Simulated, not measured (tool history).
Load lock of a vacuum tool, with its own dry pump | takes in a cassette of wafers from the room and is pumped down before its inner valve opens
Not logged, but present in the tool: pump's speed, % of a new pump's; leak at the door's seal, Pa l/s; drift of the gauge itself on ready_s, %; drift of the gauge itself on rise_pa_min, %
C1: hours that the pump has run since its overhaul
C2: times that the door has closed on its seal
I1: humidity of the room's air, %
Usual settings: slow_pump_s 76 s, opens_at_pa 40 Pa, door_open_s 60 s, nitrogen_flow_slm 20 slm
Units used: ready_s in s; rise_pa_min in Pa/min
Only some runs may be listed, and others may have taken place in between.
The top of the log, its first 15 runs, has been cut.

run 16 hour=2112.5 | slow_pump_s=76 opens_at_pa=40 door_open_s=60 nitrogen_flow_slm=6 | C1=467 C2=29405 | I1=42.5 | ready_s=136.3 rise_pa_min=0.209
run 17 hour=2221.6 | slow_pump_s=76 opens_at_pa=40 door_open_s=60 nitrogen_flow_slm=20 | C1=577 C2=29844 | I1=47.2 | ready_s=136.7 rise_pa_min=0.208
run 18 hour=2399 | slow_pump_s=76 opens_at_pa=40 door_open_s=60 nitrogen_flow_slm=20 | C1=754 C2=30558 | I1=48.2 | ready_s=137.2 rise_pa_min=0.212
run 19 hour=2578.4 | slow_pump_s=76 opens_at_pa=40 door_open_s=169 nitrogen_flow_slm=20 | C1=933 C2=31280 | I1=44.6 | ready_s=138.3 rise_pa_min=0.241
run 20 hour=2728.3 | slow_pump_s=42 opens_at_pa=40 door_open_s=60 nitrogen_flow_slm=7 | C1=1083 C2=31883 | I1=49.4 | ready_s=109.5 rise_pa_min=0.231
run 21 hour=2921.2 | slow_pump_s=115 opens_at_pa=40 door_open_s=60 nitrogen_flow_slm=5 | C1=1276 C2=32660 | I1=49.7 | ready_s=168.8 rise_pa_min=0.245
run 22 hour=3075.5 | slow_pump_s=84 opens_at_pa=29 door_open_s=60 nitrogen_flow_slm=5 | C1=1430 C2=33280 | I1=48.1 | ready_s=146.3 rise_pa_min=0.251
run 23 hour=3240.1 | slow_pump_s=141 opens_at_pa=42 door_open_s=199 nitrogen_flow_slm=38 | C1=1595 C2=33942 | I1=45 | ready_s=186.6 rise_pa_min=0.257
run 24 hour=3385.8 | slow_pump_s=131 opens_at_pa=35 door_open_s=60 nitrogen_flow_slm=20 | C1=1741 C2=34529 | I1=46.3 | ready_s=185.5 rise_pa_min=0.242
run 25 hour=3521.1 | slow_pump_s=117 opens_at_pa=35 door_open_s=60 nitrogen_flow_slm=9 | C1=1876 C2=35073 | I1=44.6 | ready_s=172.4 rise_pa_min=0.26
run 26 hour=3640.7 | slow_pump_s=40 opens_at_pa=72 door_open_s=223 nitrogen_flow_slm=5 | C1=1996 C2=35554 | I1=45.4 | ready_s=102.7 rise_pa_min=0.328
run 27 hour=3766.1 | slow_pump_s=64 opens_at_pa=37 door_open_s=52 nitrogen_flow_slm=5 | C1=2121 C2=36059 | I1=43 | ready_s=129.4 rise_pa_min=0.266
run 28 hour=3957.1 | slow_pump_s=143 opens_at_pa=40 door_open_s=50 nitrogen_flow_slm=20 | C1=2312 C2=36828 | I1=45.5 | ready_s=193.2 rise_pa_min=0.26
run 29 hour=4155.8 | slow_pump_s=128 opens_at_pa=47 door_open_s=155 nitrogen_flow_slm=14 | C1=2511 C2=37627 | I1=48.5 | ready_s=177.9 rise_pa_min=0.314
run 30 hour=4297.9 | slow_pump_s=128 opens_at_pa=47 door_open_s=155 nitrogen_flow_slm=14 | C1=2653 C2=38199 | I1=48.3 | ready_s=177.3 rise_pa_min=0.327
run 31 hour=4435.7 | slow_pump_s=128 opens_at_pa=47 door_open_s=97 nitrogen_flow_slm=7 | C1=2791 C2=38754 | I1=47.3 | ready_s=178.7 rise_pa_min=0.314
run 32 hour=4569.2 | slow_pump_s=128 opens_at_pa=68 door_open_s=97 nitrogen_flow_slm=7 | C1=2924 C2=39290 | I1=43.3 | ready_s=175.2 rise_pa_min=0.305
run 33 hour=4727.9 | slow_pump_s=76 opens_at_pa=40 door_open_s=60 nitrogen_flow_slm=27 | C1=3083 C2=39929 | I1=45.1 | ready_s=136.9 rise_pa_min=0.286
run 34 hour=4919.3 | slow_pump_s=76 opens_at_pa=45 door_open_s=60 nitrogen_flow_slm=20 | C1=3274 C2=40699 | I1=45.5 | ready_s=137 rise_pa_min=0.299
run 35 hour=5002.4 | slow_pump_s=63 opens_at_pa=79 door_open_s=191 nitrogen_flow_slm=18 | C1=3357 C2=41034 | I1=44.7 | ready_s=121.3 rise_pa_min=0.341
run 36 hour=5198.1 | slow_pump_s=63 opens_at_pa=79 door_open_s=108 nitrogen_flow_slm=18 | C1=3553 C2=41821 | I1=41.5 | ready_s=120.9 rise_pa_min=0.321
run 37 hour=5308.6 | slow_pump_s=77 opens_at_pa=43 door_open_s=48 nitrogen_flow_slm=4 | C1=3663 C2=42266 | I1=46 | ready_s=138.1 rise_pa_min=0.332

4 ways to go on from here, each from the tool as it stands after run 37. What would each give?
run A hour=5409.2 | slow_pump_s=45 opens_at_pa=40 door_open_s=56 nitrogen_flow_slm=4 | C1=3764 C2=42671 | I1=48.1 | ready_s=? rise_pa_min=?
run B hour=5409.2 | slow_pump_s=77 opens_at_pa=43 door_open_s=51 nitrogen_flow_slm=20 | C1=3764 C2=42671 | I1=46.9 | ready_s=? rise_pa_min=?
run C hour=5409.2 | slow_pump_s=92 opens_at_pa=43 door_open_s=34 nitrogen_flow_slm=8 | C1=3764 C2=42671 | I1=47.4 | ready_s=? rise_pa_min=?
run D hour=5409.2 | slow_pump_s=52 opens_at_pa=65 door_open_s=60 nitrogen_flow_slm=20 | C1=3764 C2=42671 | I1=46.1 | ready_s=? rise_pa_min=?

run=A ready_s=115.3 rise_pa_min=0.335
run=B ready_s=137.7 rise_pa_min=0.313
run=C ready_s=151.2 rise_pa_min=0.32
run=D ready_s=114.2 rise_pa_min=0.323
The same runs, with their run-to-run variation unchanged, on a tool lacking any hidden condition would have given:
run=A ready_s=112.8 rise_pa_min=0.056
run=B ready_s=135.8 rise_pa_min=0.038
run=C ready_s=149.3 rise_pa_min=0.036
run=D ready_s=112.2 rise_pa_min=0.045

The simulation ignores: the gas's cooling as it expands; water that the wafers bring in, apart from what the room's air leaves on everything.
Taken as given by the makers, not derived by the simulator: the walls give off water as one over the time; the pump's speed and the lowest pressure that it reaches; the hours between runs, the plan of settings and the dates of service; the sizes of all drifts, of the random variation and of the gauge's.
